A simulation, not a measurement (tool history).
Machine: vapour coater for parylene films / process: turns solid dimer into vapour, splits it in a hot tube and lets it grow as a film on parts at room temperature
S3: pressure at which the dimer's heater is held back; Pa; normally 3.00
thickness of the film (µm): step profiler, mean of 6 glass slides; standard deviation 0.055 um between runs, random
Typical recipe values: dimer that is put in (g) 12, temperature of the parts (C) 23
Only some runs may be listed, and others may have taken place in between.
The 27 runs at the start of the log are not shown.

Run 28, hour 759.2: usual settings but dimer that is put in (g) 17, temperature of the parts (C) 31, S3 6.81 Pa. Result: thickness of the film (µm) 6.04.
Run 29, hour 799.6: usual settings but dimer that is put in (g) 6, temperature of the parts (C) 31, S3 6.81 Pa. Result: thickness of the film (µm) 2.03.
Run 30, hour 829.3: usual settings but dimer that is put in (g) 16. Result: thickness of the film (µm) 8.32.
Run 31, hour 859.2: usual settings but dimer that is put in (g) 18, temperature of the parts (C) 17, S3 7.60 Pa. Result: thickness of the film (µm) 11.35.
Run 32, hour 877.6: usual settings but dimer that is put in (g) 6, temperature of the parts (C) 27, S3 5.01 Pa. Result: thickness of the film (µm) 2.50.
Run 33, hour 915.2: usual settings but dimer that is put in (g) 6, temperature of the parts (C) 27, S3 5.01 Pa. Result: thickness of the film (µm) 2.46.
Run 34, hour 947.8: usual settings but dimer that is put in (g) 6, temperature of the parts (C) 32, S3 11.69 Pa. Result: thickness of the film (µm) 1.85.
Run 35, hour 977.1: usual settings but dimer that is put in (g) 10. Result: thickness of the film (µm) 4.98.
Run 36, hour 1006.4: usual settings but temperature of the parts (C) 26. Result: thickness of the film (µm) 5.08.
At hour 1021.8: trap's valve overhauled.
Run 37, hour 1037.4: usual settings but dimer that is put in (g) 13, temperature of the parts (C) 26. Result: thickness of the film (µm) 6.11.
Run 38, hour 1068.4: usual settings but dimer that is put in (g) 13, temperature of the parts (C) 26. Result: thickness of the film (µm) 6.10.
Run 39, hour 1103.9: usual settings but temperature of the parts (C) 21. Result: thickness of the film (µm) 6.95.
Run 40, hour 1143.0: usual settings but temperature of the parts (C) 21. Result: thickness of the film (µm) 6.81.
Run 41, hour 1172.1: usual settings but dimer that is put in (g) 15, temperature of the parts (C) 18, S3 7.99 Pa. Result: thickness of the film (µm) 9.00.
Run 42, hour 1191.3: usual settings but dimer that is put in (g) 15, temperature of the parts (C) 34, S3 2.04 Pa. Result: thickness of the film (µm) 4.95.
Run 43, hour 1215.8: usual settings but dimer that is put in (g) 6, temperature of the parts (C) 31, S3 4.21 Pa. Result: thickness of the film (µm) 2.11.
Run 44, hour 1241.5: usual settings but dimer that is put in (g) 9, temperature of the parts (C) 18, S3 4.21 Pa. Result: thickness of the film (µm) 5.61.
Run 45, hour 1259.8: usual settings but dimer that is put in (g) 19, temperature of the parts (C) 35, S3 3.80 Pa. Result: thickness of the film (µm) 5.55.
Run 46, hour 1296.3: usual settings but dimer that is put in (g) 18, temperature of the parts (C) 24, S3 6.39 Pa. Result: thickness of the film (µm) 8.18.
Run 47, hour 1330.3: usual settings but dimer that is put in (g) 18, temperature of the parts (C) 17, S3 5.61 Pa. Result: thickness of the film (µm) 11.14.
Run 48, hour 1366.6: usual settings but temperature of the parts (C) 24, S3 4.05 Pa. Result: thickness of the film (µm) 5.53.

Predict each of these 3 candidate next runs independently; none follows another, all start after run 48:
At hour 1372.5: trap's valve overhauled.
Run A, hour 1393.2: usual settings but dimer that is put in (g) 11, temperature of the parts (C) 24, S3 6.01 Pa. Result: thickness of the film (µm) ?.
At hour 1372.5: trap's valve overhauled.
Run B, hour 1393.2: usual settings but temperature of the parts (C) 24, S3 3.67 Pa. Result: thickness of the film (µm) ?.
At hour 1372.5: trap's valve overhauled.
Run C, hour 1393.2: usual settings but S3 4.03 Pa. Result: thickness of the film (µm) ?.

run  thickness of the film (µm)
  A                        5.44
  B                        6.11
  C                        6.38
The same runs, with their run-to-run variation unchanged, on a tool lacking any hidden condition would have given:
run  thickness of the film (µm)
  A                        5.34
  B                        5.99
  C                        6.27
